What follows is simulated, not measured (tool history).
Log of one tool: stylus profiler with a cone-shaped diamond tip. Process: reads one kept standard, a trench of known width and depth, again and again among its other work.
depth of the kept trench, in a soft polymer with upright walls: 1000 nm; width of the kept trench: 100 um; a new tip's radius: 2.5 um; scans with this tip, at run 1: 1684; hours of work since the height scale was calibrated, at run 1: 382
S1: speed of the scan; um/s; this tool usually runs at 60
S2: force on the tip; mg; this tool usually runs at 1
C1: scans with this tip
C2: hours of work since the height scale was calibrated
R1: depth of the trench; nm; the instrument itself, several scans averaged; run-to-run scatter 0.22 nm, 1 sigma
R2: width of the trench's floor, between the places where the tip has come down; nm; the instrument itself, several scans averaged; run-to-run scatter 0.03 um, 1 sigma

| run | hour | S1 | S2 | C1 | C2 | R1 | R2 |
|---|---|---|---|---|---|---|---|
| 1 | 0 | 60 | 1 | 1684 | 382 | 1005.43 | 95120 |
| 2 | 9.1 | 60 | 1 | 1704 | 387 | 1005.83 | 95140 |
| 3 | 21.8 | 60 | 1 | 1732 | 393 | 1005.19 | 95120 |
| 4 | 41.4 | 60 | 1 | 1775 | 403 | 1005.2 | 95090 |
| 5 | 53.1 | 60 | 1 | 1801 | 409 | 1005.36 | 95080 |
| 6 | 73.7 | 60 | 1 | 1846 | 419 | 1004.96 | 95080 |
| 7 | 82.5 | 60 | 1 | 1865 | 423 | 1005.09 | 95040 |
| 8 | 101.7 | 60 | 2.4 | 1908 | 433 | 1010.88 | 95150 |
| 9 | 113.5 | 60 | 1.36 | 1934 | 439 | 1006.54 | 95110 |
| 10 | 129.8 | 60 | 1.36 | 1969 | 447 | 1006.85 | 95030 |

For run 11, what comes out?
| 11 | 141.3 | 111 | 0.98 | 1995 | 452 | ? | ? |

Run 11 came out at R1 1005.13 nm, R2 94840 nm.
Minus the tool's unlogged condition, the same run would have read R1 1006.73 nm, R2 95570 nm.
